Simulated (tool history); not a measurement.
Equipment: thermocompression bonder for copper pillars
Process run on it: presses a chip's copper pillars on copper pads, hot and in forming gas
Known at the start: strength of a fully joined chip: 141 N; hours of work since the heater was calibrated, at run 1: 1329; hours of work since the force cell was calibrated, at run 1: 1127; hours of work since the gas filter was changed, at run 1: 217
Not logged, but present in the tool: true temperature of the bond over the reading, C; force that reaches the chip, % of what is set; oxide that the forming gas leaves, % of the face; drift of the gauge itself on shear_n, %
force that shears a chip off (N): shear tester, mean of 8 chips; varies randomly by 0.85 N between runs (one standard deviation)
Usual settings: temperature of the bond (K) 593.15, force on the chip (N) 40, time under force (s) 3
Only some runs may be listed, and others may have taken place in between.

run	hour	temperature of the bond (K)	force on the chip (N)	time under force (s)	hours of work since the heater was calibrated	hours of work since the force cell was calibrated	hours of work since the gas filter was changed	force that shears a chip off (N)
1	0.0	593.15	40	3	1329	1127	217	60.2
2	36.9	593.15	60	3	1357	1155	245	86.5
# hour 50.9: forming gas filter changed
3	80.0	593.15	60	3	1390	1188	23	90.7
4	115.6	593.15	60	3	1417	1216	50	90.8
5	156.6	593.15	60	3	1449	1248	82	89.6
6	195.6	593.15	40	3	1479	1278	112	62.6
# hour 201.4: heater calibrated with a thermocouple chip
7	257.0	593.15	40	3	43	1324	158	56.2
8	312.5	593.15	40	3	86	1366	201	55.5
# hour 356.9: heater calibrated with a thermocouple chip, once more
9	358.1	614.15	30	2	1	1400	234	54.5
# hour 387.3: forming gas filter changed
10	412.4	603.15	30	2	43	1442	19	51.6
11	464.0	571.15	33	2	82	1482	59	37.7
12	513.8	595.15	32	7	121	1520	98	77.5
13	548.4	566.15	37	3	148	1547	124	46.1
14	603.2	593.15	40	7	190	1589	167	90.4
15	639.8	593.15	40	7	218	1617	195	86.5
16	686.2	621.15	45	4	254	1653	231	100.3

Alternative continuations, all from the tool just after run 16; predict every row:
# hour 720.1: forming gas filter changed
A	747.6	574.15	30	4	301	1700	21	?
# hour 720.1: forming gas filter changed
B	747.6	580.15	50	2	301	1700	21	?
# hour 720.1: forming gas filter changed
C	747.6	578.15	24	7	301	1700	21	?
# hour 720.1: forming gas filter changed
D	747.6	610.15	53	8	301	1700	21	?

run	force that shears a chip off (N)
A	47.9
B	66.3
C	48.6
D	123.8
With no hidden state in the tool, these same runs would have given:
run	force that shears a chip off (N)
A	45.9
B	63.8
C	46.5
D	122.4
